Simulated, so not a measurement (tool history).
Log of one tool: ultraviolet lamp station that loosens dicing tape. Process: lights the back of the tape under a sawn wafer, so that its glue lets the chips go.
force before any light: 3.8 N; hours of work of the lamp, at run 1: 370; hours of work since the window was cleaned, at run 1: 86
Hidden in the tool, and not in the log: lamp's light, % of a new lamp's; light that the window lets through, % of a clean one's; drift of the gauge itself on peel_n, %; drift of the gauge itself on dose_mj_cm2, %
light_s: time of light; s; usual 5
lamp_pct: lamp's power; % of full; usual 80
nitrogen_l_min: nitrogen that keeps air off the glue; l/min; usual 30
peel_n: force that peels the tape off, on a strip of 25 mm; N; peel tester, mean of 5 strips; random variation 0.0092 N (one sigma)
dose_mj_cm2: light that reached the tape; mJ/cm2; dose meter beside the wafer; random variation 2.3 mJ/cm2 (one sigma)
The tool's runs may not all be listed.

run    hour  light_s  lamp_pct  nitrogen_l_min  hours of work of the lamp  hours of work since the window was cleaned  peel_n  dose_mj_cm2
  1     0.0        5        80              30                        370                                          86   0.508          194
  2    56.9        5        80              30                        406                                         121   0.532          188
  3    92.3        9        80              30                        427                                         143   0.236          332
  4   130.7        9        80              30                        451                                         167   0.239          320
  5   191.3        9        80              30                        489                                         204   0.250          308
  6   228.1        9        80              30                        511                                         227   0.265          307
  7   293.7        5        96              30                        552                                         268   0.490          197
      334.2  -- window cleaned of glue's vapour
  8   361.8        5        82              30                        594                                          17   0.524          185
  9   411.4        5        82              30                        625                                          48   0.541          184
 10   450.9        2        80              30                        649                                          72   1.719           68
 11   507.4        2        80              30                        684                                         107   1.745           67
 12   565.6        2        80              30                        720                                         143   1.790           64
 13   618.2        8        77              25                        753                                         176   0.347          246
 14   685.3        8        77              25                        794                                         217   0.388          228
 15   748.9        8        77              25                        833                                         257   0.419          228
 16   779.8        4        97              15                        852                                         276   0.968          141
      804.3  -- window cleaned of glue's vapour
 17   811.2        5        71              18                        872                                           4   0.861          146
 18   850.3        5        80              10                        896                                          28   0.918          160
 19   904.6        3        78              10                        929                                          62   1.616           92
 20   942.5        9        64              32                        953                                          85   0.397          219
 21   994.7        8        79              27                        985                                         118   0.385          232
 22  1026.7        6        65              40                       1005                                         138   0.735          143

4 ways to go on from here, each from the tool as it stands after run 22. What would each give?
  A  1098.7        7        80              46                       1050                                         182       ?            ?
  B  1098.7        2        73              31                       1050                                         182       ?            ?
  C  1098.7        3        80              30                       1050                                         182       ?            ?
  D  1098.7        3        68              48                       1050                                         182       ?            ?

run  peel_n  dose_mj_cm2
  A   0.449          191
  B   2.002           53
  C   1.422           82
  D   1.560           71
Without the tool's hidden state the same runs would have given:
run  peel_n  dose_mj_cm2
  A   0.239          315
  B   1.383           86
  C   0.812          135
  D   0.923          117
